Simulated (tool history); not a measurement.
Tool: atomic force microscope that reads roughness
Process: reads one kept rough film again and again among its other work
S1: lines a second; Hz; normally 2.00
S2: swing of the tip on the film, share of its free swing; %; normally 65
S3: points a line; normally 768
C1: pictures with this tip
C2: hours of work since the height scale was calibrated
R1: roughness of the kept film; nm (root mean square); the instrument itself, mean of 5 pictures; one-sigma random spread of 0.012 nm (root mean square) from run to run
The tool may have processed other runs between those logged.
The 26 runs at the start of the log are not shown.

| run | hour | S1 | S2 | S3 | C1 | C2 | R1 |
|---|---|---|---|---|---|---|---|
| 27 | 1446.7 | 2.00 | 65 | 627 | 111 | 1613 | 2.521 |
| 28 | 1489.3 | 0.70 | 89 | 424 | 168 | 1633 | 2.388 |
|  | 1497.7 | new tip fitted |
| 29 | 1547.3 | 2.98 | 89 | 469 | 67 | 1661 | 2.265 |
| 30 | 1588.5 | 2.98 | 89 | 469 | 122 | 1680 | 2.190 |
| 31 | 1624.7 | 0.50 | 65 | 768 | 170 | 1697 | 2.475 |
|  | 1632.0 | new tip fitted |
| 32 | 1689.9 | 2.00 | 65 | 909 | 77 | 1728 | 2.567 |
| 33 | 1749.4 | 2.00 | 65 | 909 | 157 | 1756 | 2.413 |
|  | 1764.8 | new tip fitted |
| 34 | 1784.4 | 2.00 | 65 | 909 | 26 | 1773 | 2.670 |
| 35 | 1831.4 | 2.12 | 67 | 768 | 89 | 1795 | 2.513 |
| 36 | 1865.0 | 1.32 | 56 | 518 | 134 | 1811 | 2.515 |
|  | 1896.4 | new tip fitted |
| 37 | 1903.4 | 1.96 | 73 | 856 | 9 | 1829 | 2.668 |
| 38 | 1967.9 | 0.91 | 65 | 505 | 95 | 1860 | 2.552 |
|  | 2032.0 | new tip fitted |
| 39 | 2037.8 | 1.05 | 56 | 571 | 7 | 1893 | 2.770 |
| 40 | 2076.8 | 0.52 | 68 | 921 | 60 | 1911 | 2.649 |
| 41 | 2137.0 | 0.80 | 84 | 660 | 140 | 1940 | 2.449 |
|  | 2166.3 | new tip fitted |
| 42 | 2198.2 | 0.80 | 84 | 660 | 43 | 1969 | 2.615 |
| 43 | 2255.0 | 0.80 | 84 | 660 | 119 | 1996 | 2.488 |
|  | 2300.5 | new tip fitted |
| 44 | 2331.6 | 2.00 | 81 | 1023 | 42 | 2032 | 2.492 |

Run 45, settings as shown, results not yet in. Your forecast:
| 45 | 2388.0 | 0.52 | 65 | 768 | 117 | 2059 | ? |

R1: 2.555 nm (root mean square)
Minus the tool's unlogged condition, the same run would have read R1 2.869 nm (root mean square).

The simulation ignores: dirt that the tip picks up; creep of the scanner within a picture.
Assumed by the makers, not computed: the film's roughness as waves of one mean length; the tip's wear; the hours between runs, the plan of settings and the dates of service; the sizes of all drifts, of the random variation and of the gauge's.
